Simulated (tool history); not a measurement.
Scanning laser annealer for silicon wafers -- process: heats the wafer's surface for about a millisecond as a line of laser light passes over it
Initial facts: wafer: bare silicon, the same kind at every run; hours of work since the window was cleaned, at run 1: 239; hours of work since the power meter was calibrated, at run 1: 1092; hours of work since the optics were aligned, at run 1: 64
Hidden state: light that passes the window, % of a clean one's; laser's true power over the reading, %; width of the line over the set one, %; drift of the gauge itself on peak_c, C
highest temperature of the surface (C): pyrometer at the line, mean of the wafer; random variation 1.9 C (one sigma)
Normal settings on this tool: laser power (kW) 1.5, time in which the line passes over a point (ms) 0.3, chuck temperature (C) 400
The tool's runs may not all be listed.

run	hour	laser power (kW)	time in which the line passes over a point (ms)	chuck temperature (C)	hours of work since the window was cleaned	hours of work since the power meter was calibrated	hours of work since the optics were aligned	highest temperature of the surface (C)
1	0	1.5	0.3	400	239	1092	64	1136
2	20.5	1.5	0.245	400	255	1107	80	1069
3	41.4	1.5	0.245	400	270	1123	95	1069
4	80.4	1.5	0.245	400	299	1152	124	1068
# hour 112.1: window over the wafer cleaned
5	120	1.5	0.3	364	6	1180	152	1101
6	158.3	1.5	0.3	364	34	1209	181	1102
7	192.7	1.5	0.3	400	60	1234	207	1137
8	232.5	1.5	0.3	400	90	1264	236	1137
9	253	1.5	0.3	363	105	1279	252	1100
10	296.6	1.5	0.3	363	138	1312	284	1098
11	322	1.286	0.237	381	156	1331	303	925
12	354.4	1.286	0.237	381	181	1355	327	927
13	378	1.286	0.237	381	198	1372	345	927
14	405.3	1.286	0.237	381	219	1393	365	926
15	437.5	1.5	0.308	425	243	1417	389	1175
16	467.9	1.459	0.295	392	265	1439	412	1100

Consider 5 possible next runs. They are alternatives, not a sequence: every one starts from the tool as it was left by run 16. What does each give?
A	496.9	1.459	0.314	366	287	1461	433	?
B	496.9	1.459	0.284	427	287	1461	433	?
C	496.9	1.567	0.24	439	287	1461	433	?
D	496.9	1.336	0.215	371	287	1461	433	?
E	496.9	1.471	0.295	392	287	1461	433	?

run	highest temperature of the surface (C)
A	1097
B	1122
C	1140
D	919
E	1105
With the hidden condition removed and each run's random variation left untouched, the same runs would have given:
run	highest temperature of the surface (C)
A	1098
B	1123
C	1141
D	919
E	1106
